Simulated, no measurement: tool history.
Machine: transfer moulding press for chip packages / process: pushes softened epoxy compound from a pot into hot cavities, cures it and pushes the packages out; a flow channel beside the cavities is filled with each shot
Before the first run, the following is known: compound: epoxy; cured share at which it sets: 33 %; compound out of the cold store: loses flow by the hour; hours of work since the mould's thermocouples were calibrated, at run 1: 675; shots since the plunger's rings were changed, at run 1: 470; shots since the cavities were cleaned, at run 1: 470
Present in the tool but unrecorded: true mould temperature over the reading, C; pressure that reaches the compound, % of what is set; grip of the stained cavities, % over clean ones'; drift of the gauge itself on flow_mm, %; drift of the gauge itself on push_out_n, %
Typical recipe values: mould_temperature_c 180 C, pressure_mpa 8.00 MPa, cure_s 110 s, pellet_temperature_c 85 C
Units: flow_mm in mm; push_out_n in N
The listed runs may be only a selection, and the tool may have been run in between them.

run	hour	mould_temperature_c	pressure_mpa	cure_s	pellet_temperature_c	hours of work since the mould's thermocouples were calibrated	shots since the plunger's rings were changed	shots since the cavities were cleaned	incoming compound's hours out of the cold store	flow_mm	push_out_n
1	0.0	180	8.00	110	85	675	470	470	31.3	782	492
# hour 37.4: cavities cleaned with cleaning compound and waxed
# hour 67.6: mould's thermocouples calibrated
2	67.6	180	8.00	110	85	0	1006	235	11.6	812	428
# hour 130.7: cavities cleaned with cleaning compound and waxed
3	132.8	180	8.00	110	85	31	1540	18	17.4	792	381
4	188.9	180	8.00	110	85	58	2009	487	33.4	759	474
# hour 229.3: cavities cleaned with cleaning compound and waxed
5	250.9	180	8.00	110	85	87	2516	181	42.4	745	423
# hour 326.7: cavities cleaned with cleaning compound and waxed
6	347.7	180	8.00	110	85	133	3314	175	38.7	743	426
# hour 418.5: cavities cleaned with cleaning compound and waxed
7	428.6	180	8.00	110	85	172	3979	85	9.2	781	416
8	489.8	180	8.00	110	85	201	4492	598	11.5	777	515
# hour 499.7: plunger's sealing rings changed
# hour 517.0: cavities cleaned with cleaning compound and waxed
9	585.2	180	8.00	107	85	246	704	571	37.1	765	524
# hour 611.2: cavities cleaned with cleaning compound and waxed
10	654.9	180	8.00	107	85	279	1275	366	41.7	753	456
# hour 705.9: cavities cleaned with cleaning compound and waxed
11	741.4	180	8.00	107	85	320	1986	297	37.1	753	458
# hour 800.0: cavities cleaned with cleaning compound and waxed
12	800.6	180	8.00	107	85	348	2470	5	11.4	793	402
13	858.9	180	8.00	107	85	376	2958	493	18.7	775	515
# hour 893.1: cavities cleaned with cleaning compound and waxed
14	929.3	180	8.00	107	85	409	3535	303	40.3	730	455
15	970.6	175	8.00	110	85	429	3881	649	26.3	780	690
# hour 988.9: cavities cleaned with cleaning compound and waxed
16	1041.5	175	8.00	144	84	463	4462	440	22.9	784	466
# hour 1055.7: plunger's sealing rings changed
# hour 1085.7: cavities cleaned with cleaning compound and waxed
17	1101.0	180	6.05	110	85	490	367	128	15.4	709	428
18	1175.1	180	8.00	120	85	526	987	748	15.2	811	496
# hour 1180.9: cavities cleaned with cleaning compound and waxed
19	1245.2	180	8.00	120	85	559	1562	539	23.2	785	475
# hour 1273.6: cavities cleaned with cleaning compound and waxed
20	1305.5	176	6.87	110	87	587	2054	267	38.7	712	537
21	1358.3	183	8.00	111	85	613	2496	709	24.7	757	464
# hour 1368.9: cavities cleaned with cleaning compound and waxed
22	1412.8	183	8.00	111	85	638	2940	368	41.8	729	444
23	1453.3	183	8.00	111	85	658	3279	707	12.1	777	485
# hour 1460.9: cavities cleaned with cleaning compound and waxed
24	1507.0	181	8.00	111	79	683	3716	386	43.9	726	454
# hour 1553.4: mould's thermocouples calibrated
# hour 1554.9: cavities cleaned with cleaning compound and waxed
25	1565.5	180	6.85	110	85	5	4177	89	24.4	695	398
# hour 1616.2: plunger's sealing rings changed
26	1632.1	180	7.46	110	87	36	133	625	12.9	786	513

5 options for the next run, each taken on its own from the tool as it stands now. Forecast them:
# hour 1651.1: cavities cleaned with cleaning compound and waxed
A	1684.1	180	7.46	104	87	61	556	275	20.8	?	?
# hour 1651.1: cavities cleaned with cleaning compound and waxed
B	1684.1	176	8.53	142	85	61	556	275	30.8	?	?
# hour 1651.1: cavities cleaned with cleaning compound and waxed
C	1684.1	180	8.00	110	85	61	556	275	29.9	?	?
# hour 1651.1: cavities cleaned with cleaning compound and waxed
D	1684.1	180	8.88	110	85	61	556	275	17.3	?	?
# hour 1651.1: cavities cleaned with cleaning compound and waxed
E	1684.1	178	6.34	110	92	61	556	275	10.1	?	?

run	flow_mm	push_out_n
A	765	473
B	831	415
C	767	439
D	846	454
E	735	482
Without the tool's hidden state the same runs would have given:
run	flow_mm	push_out_n
A	772	385
B	838	338
C	773	358
D	853	369
E	741	392
